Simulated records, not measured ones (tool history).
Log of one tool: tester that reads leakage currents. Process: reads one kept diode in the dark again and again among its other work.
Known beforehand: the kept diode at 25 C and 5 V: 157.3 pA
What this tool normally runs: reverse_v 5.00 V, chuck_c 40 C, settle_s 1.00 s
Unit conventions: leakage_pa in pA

Run 1, hour 0.0: usual settings. Result: leakage_pa 642.97 pA.
Run 2, hour 87.1: usual settings. Result: leakage_pa 649.93 pA.
Run 3, hour 149.0: usual settings. Result: leakage_pa 659.64 pA.
Run 4, hour 198.1: usual settings. Result: leakage_pa 663.10 pA.
Run 5, hour 270.7: usual settings but chuck_c 38 C. Result: leakage_pa 564.23 pA.
Run 6, hour 337.1: usual settings. Result: leakage_pa 675.30 pA.
Run 7, hour 409.3: usual settings but chuck_c 26 C. Result: leakage_pa 194.98 pA.
Run 8, hour 493.5: usual settings but chuck_c 26 C. Result: leakage_pa 197.89 pA.
Run 9, hour 567.6: usual settings but chuck_c 26 C. Result: leakage_pa 200.11 pA.
Run 10, hour 618.9: usual settings but reverse_v 4.57 V, chuck_c 26 C. Result: leakage_pa 196.05 pA.
Run 11, hour 659.1: usual settings but reverse_v 4.57 V, chuck_c 26 C, settle_s 1.17 s. Result: leakage_pa 196.78 pA.
At hour 668.7: chuck's temperature calibrated.
Run 12, hour 735.3: usual settings but reverse_v 1.02 V. Result: leakage_pa 460.12 pA.
Run 13, hour 789.4: usual settings but reverse_v 1.02 V. Result: leakage_pa 463.72 pA.
Run 14, hour 865.5: usual settings but chuck_c 25 C. Result: leakage_pa 204.18 pA.
Run 15, hour 926.4: usual settings but chuck_c 25 C. Result: leakage_pa 206.93 pA.
At hour 984.5: chuck's temperature calibrated, once more.
Run 16, hour 992.0: usual settings but chuck_c 25 C. Result: leakage_pa 159.61 pA.
Run 17, hour 1071.4: usual settings but chuck_c 25 C, settle_s 0.51 s. Result: leakage_pa 162.83 pA.
Run 18, hour 1109.2: usual settings but chuck_c 59 C, settle_s 0.51 s. Result: leakage_pa 2990.14 pA.
Run 19, hour 1181.3: usual settings but chuck_c 59 C, settle_s 0.51 s. Result: leakage_pa 3036.68 pA.
Run 20, hour 1229.4: usual settings but reverse_v 1.92 V, settle_s 3.59 s. Result: leakage_pa 475.17 pA.
Run 21, hour 1310.2: usual settings but reverse_v 14.60 V, chuck_c 24 C, settle_s 0.57 s. Result: leakage_pa 222.76 pA.
Run 22, hour 1383.0: usual settings but reverse_v 14.60 V, chuck_c 58 C, settle_s 0.57 s. Result: leakage_pa 4025.72 pA.
Run 23, hour 1426.9: usual settings but reverse_v 13.17 V, chuck_c 22 C, settle_s 0.76 s. Result: leakage_pa 181.93 pA.
Run 24, hour 1504.5: usual settings but reverse_v 13.17 V, chuck_c 22 C, settle_s 0.76 s. Result: leakage_pa 183.77 pA.
Run 25, hour 1554.9: usual settings but reverse_v 3.82 V, chuck_c 52 C, settle_s 2.27 s. Result: leakage_pa 1679.20 pA.
Run 26, hour 1609.2: usual settings but reverse_v 14.25 V, settle_s 2.66 s. Result: leakage_pa 953.02 pA.
Run 27, hour 1681.4: usual settings but reverse_v 7.07 V, settle_s 0.32 s. Result: leakage_pa 770.29 pA.

Predict the results of run 28:
Run 28, hour 1749.6: usual settings but reverse_v 7.75 V, settle_s 8.11 s. Result: leakage_pa ?.

{"run 28": {"leakage_pa": 796.97}}
Take away the tool's hidden state, keep the run-to-run variation as it was, and the same run would have given leakage_pa 713.36 pA.
